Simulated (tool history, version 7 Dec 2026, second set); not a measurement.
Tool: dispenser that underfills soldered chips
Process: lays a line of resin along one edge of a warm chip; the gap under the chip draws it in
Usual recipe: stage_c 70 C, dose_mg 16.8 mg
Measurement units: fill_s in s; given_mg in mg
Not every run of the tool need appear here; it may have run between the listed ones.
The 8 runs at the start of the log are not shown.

run   hour  stage_c  dose_mg  fill_s  given_mg
  9   74.7       75     16.8    80.7     16.37
 10   80.7       79     16.8    78.9     16.26
      82.7  -- new syringe of resin
 11   92.4       79     16.8      74     16.35
 12     98       79     16.8    83.5     16.42
     100.2  -- new syringe of resin
 13  107.6       70     16.8    93.3     16.25
 14  115.3       70     16.8   107.4     16.34
     118.3  -- new syringe of resin
 15  124.4       70     16.8    86.3     16.21
     130.4  -- dispensing valve cleaned and set on the balance
 16  135.2       70     16.8     108     16.87
     136.6  -- new syringe of resin
 17  144.9       70     16.8    89.6     16.83
     154.6  -- new syringe of resin
 18  155.4       70     16.8    78.9     16.72
 19  165.1       75     16.7    81.9     16.48
     172.6  -- new syringe of resin
 20  175.9       59     14.7   124.7     14.44
 21  185.5       55     16.6   170.6     16.29
     190.1  -- new syringe of resin
 22    191       62     18.7   100.3      18.4
 23  196.1       65     15.4   105.5     15.07
 24  205.1       65     15.4   128.6     15.25
     207.8  -- new syringe of resin
 25  217.4       65     15.4   114.7     15.06
     225.4  -- new syringe of resin
 26  226.3       57     16.6   122.6     16.24
 27  231.8       70     14.7    91.8     14.34
 28  241.4       71     15.7   106.8     15.27
     242.7  -- new syringe of resin
 29  253.4       58     15.5   148.5     15.05
       260  -- new syringe of resin
 30  265.3       65     16.1   103.4     15.48
 31  275.3       65     16.1   125.8     15.44
     277.1  -- new syringe of resin
     283.4  -- dispensing valve cleaned and set on the balance
 32  288.2       65     16.1   112.2     16.24

Run 33 is up next; what results do you expect?
     295.6  -- new syringe of resin
 33  298.4       59     15.8       ?         ?

For run 33 the tool returned fill_s 120.2 s, given_mg 15.69 mg.
The same run, on a tool lacking any hidden state, would have yielded fill_s 123.3 s, given_mg 15.74 mg.
